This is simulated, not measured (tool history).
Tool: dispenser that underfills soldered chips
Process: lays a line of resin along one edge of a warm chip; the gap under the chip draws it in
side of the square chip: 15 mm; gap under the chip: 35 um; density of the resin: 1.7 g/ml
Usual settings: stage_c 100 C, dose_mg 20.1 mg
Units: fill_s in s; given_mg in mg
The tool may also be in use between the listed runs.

run,hour,stage_c,dose_mg,fill_s,given_mg
1,0.0,100,20.1,434.4,19.61
# hour 4.6: new syringe of resin
2,5.9,100,20.1,383.3,19.49
3,12.5,100,20.1,502.3,19.52
# hour 13.4: new syringe of resin
4,19.7,100,23.0,457.9,22.36
# hour 22.1: new syringe of resin
5,24.8,100,23.0,406.4,22.21
6,29.8,100,23.0,495.0,21.97
# hour 31.1: new syringe of resin
7,35.4,100,21.3,423.1,20.43
# hour 40.3: new syringe of resin
8,43.3,100,21.3,413.2,20.27
# hour 49.1: new syringe of resin
9,52.8,100,19.7,429.3,18.82
# hour 58.1: new syringe of resin
10,59.7,100,20.1,383.6,19.27
11,66.0,100,20.1,509.1,19.07
# hour 66.8: new syringe of resin
12,72.6,100,20.1,465.6,18.97
# hour 76.0: new syringe of resin
13,81.4,100,20.1,445.6,19.09
# hour 84.0: dispensing valve cleaned and set on the balance
# hour 85.7: new syringe of resin
14,89.4,100,21.6,418.9,21.59
# hour 94.4: new syringe of resin
15,94.4,100,21.6,351.3,21.71
# hour 103.4: new syringe of resin
16,103.7,92,21.6,517.3,21.46
# hour 112.5: new syringe of resin
17,114.2,100,20.1,377.4,19.88
18,119.3,100,20.1,472.4,19.85
# hour 121.4: new syringe of resin
19,126.0,100,19.0,444.0,18.56

Run 20 comes next. What will it give?
# hour 130.1: new syringe of resin
20,134.2,101,20.7,?,?

fill_s: 402.6 s
given_mg: 20.15 mg
Without the tool's hidden state the same run would have given fill_s 345.2 s, given_mg 20.58 mg.

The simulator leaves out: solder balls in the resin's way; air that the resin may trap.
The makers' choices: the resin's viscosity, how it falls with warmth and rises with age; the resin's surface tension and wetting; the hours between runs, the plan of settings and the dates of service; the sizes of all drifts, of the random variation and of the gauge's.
